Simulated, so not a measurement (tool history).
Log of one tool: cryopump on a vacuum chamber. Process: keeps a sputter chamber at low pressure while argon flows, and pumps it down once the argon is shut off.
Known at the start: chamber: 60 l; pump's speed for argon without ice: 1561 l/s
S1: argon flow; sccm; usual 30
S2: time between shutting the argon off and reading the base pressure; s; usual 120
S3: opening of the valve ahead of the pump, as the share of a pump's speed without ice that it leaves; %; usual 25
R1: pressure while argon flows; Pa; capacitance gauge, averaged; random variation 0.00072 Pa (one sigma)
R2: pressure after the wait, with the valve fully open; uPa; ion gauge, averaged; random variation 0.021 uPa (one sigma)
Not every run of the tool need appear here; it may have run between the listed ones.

| run | day | S1 | S2 | S3 | R1 | R2 |
|---|---|---|---|---|---|---|
| 1 | 0 | 30 | 120 | 25 | 0.1305 | 0.92 |
| 2 | 1.892 | 30 | 120 | 25 | 0.1315 | 0.91 |
| 3 | 3.304 | 30 | 120 | 25 | 0.1307 | 0.91 |
| 4 | 5.692 | 30 | 120 | 25 | 0.1311 | 0.95 |
| 5 | 8.758 | 30 | 120 | 35 | 0.0945 | 0.99 |
| 6 | 10.396 | 30 | 120 | 41 | 0.0819 | 1.03 |
| 7 | 13.238 | 30 | 120 | 41 | 0.0806 | 1.07 |
| 8 | 15.783 | 46 | 120 | 25 | 0.2041 | 1.06 |
| 9 | 18.817 | 46 | 120 | 25 | 0.2027 | 1.12 |
| 10 | 21.121 | 13 | 120 | 25 | 0.058 | 1.19 |
| 11 | 23.4 | 13 | 120 | 25 | 0.0575 | 1.24 |
| 12 | 24.804 | 13 | 120 | 25 | 0.0586 | 1.23 |
| 13 | 27.367 | 13 | 120 | 25 | 0.0584 | 1.29 |
|  | 28.754 | leaking fittings of the chamber tightened, without venting |
| 14 | 29.442 | 14 | 120 | 25 | 0.0629 | 0.45 |
| 15 | 31.096 | 14 | 120 | 25 | 0.063 | 0.45 |
| 16 | 33.942 | 26 | 120 | 25 | 0.1182 | 0.48 |
| 17 | 35.338 | 30 | 120 | 25 | 0.1354 | 0.5 |
| 18 | 38.646 | 15 | 29 | 36 | 0.049 | 1.07 |
| 19 | 39.996 | 26 | 96 | 16 | 0.1813 | 0.59 |
| 20 | 42.067 | 22 | 52 | 48 | 0.0555 | 0.78 |
| 21 | 44.379 | 22 | 42 | 48 | 0.0541 | 0.91 |
| 22 | 46.746 | 22 | 42 | 48 | 0.0552 | 0.97 |
| 23 | 49.075 | 16 | 109 | 25 | 0.0726 | 0.7 |
| 24 | 51.362 | 16 | 109 | 25 | 0.0724 | 0.71 |
| 25 | 53.204 | 16 | 92 | 22 | 0.0841 | 0.78 |
| 26 | 55.421 | 16 | 92 | 22 | 0.0831 | 0.8 |
| 27 | 57.925 | 24 | 120 | 46 | 0.0611 | 0.83 |
|  | 60.783 | pump warmed up, emptied and cooled again |
| 28 | 60.783 | 24 | 120 | 46 | 0.0569 | 0.68 |
| 29 | 62.654 | 14 | 74 | 46 | 0.0341 | 0.88 |
| 30 | 65.417 | 14 | 74 | 46 | 0.034 | 0.85 |
| 31 | 67.488 | 28 | 120 | 24 | 0.128 | 0.76 |
| 32 | 70.612 | 28 | 120 | 24 | 0.1282 | 0.87 |
| 33 | 73.733 | 28 | 65 | 31 | 0.1004 | 0.97 |
| 34 | 75.783 | 13 | 208 | 25 | 0.0577 | 0.8 |

Measured result minus the same run's result without the hidden state. Both carry the same run-to-run variation, though not necessarily the same gauge scatter:
What the log doesn't record here: pump's speed, % of a pump's without ice; cold plate's temperature, K; leak into the chamber, uPa l/s; drift of the gauge itself on working_pa, %; drift of the gauge itself on base_upa, %.
| run | R1 | R2 |
|---|---|---|
| 1 | +0.0004 | +0.53 |
| 2 | +0.0006 | +0.56 |
| 3 | +0.0008 | +0.57 |
| 4 | +0.0011 | +0.61 |
| 5 | +0.0014 | +0.65 |
| 6 | +0.0017 | +0.68 |
| 7 | +0.002 | +0.7 |
| 8 | +0.0037 | +0.73 |
| 9 | +0.0042 | +0.79 |
| 10 | +0.0014 | +0.82 |
| 11 | +0.0015 | +0.88 |
| 12 | +0.0016 | +0.89 |
| 13 | +0.0018 | +0.94 |
| 14 | +0.002 | +0.07 |
| 15 | +0.0021 | +0.09 |
| 16 | +0.0042 | +0.11 |
| 17 | +0.0051 | +0.14 |
| 18 | +0.0029 | +0.18 |
| 19 | +0.0051 | +0.21 |
| 20 | +0.0046 | +0.22 |
| 21 | +0.0047 | +0.26 |
| 22 | +0.005 | +0.3 |
| 23 | +0.0039 | +0.34 |
| 24 | +0.004 | +0.35 |
| 25 | +0.0042 | +0.38 |
| 26 | +0.0044 | +0.42 |
| 27 | +0.0069 | +0.46 |
| 28 | +0.0006 | +0.35 |
| 29 | +0.0004 | +0.4 |
| 30 | +0.0005 | +0.42 |
| 31 | +0.0014 | +0.44 |
| 32 | +0.0017 | +0.48 |
| 33 | +0.0021 | +0.52 |
| 34 | +0.0011 | +0.54 |

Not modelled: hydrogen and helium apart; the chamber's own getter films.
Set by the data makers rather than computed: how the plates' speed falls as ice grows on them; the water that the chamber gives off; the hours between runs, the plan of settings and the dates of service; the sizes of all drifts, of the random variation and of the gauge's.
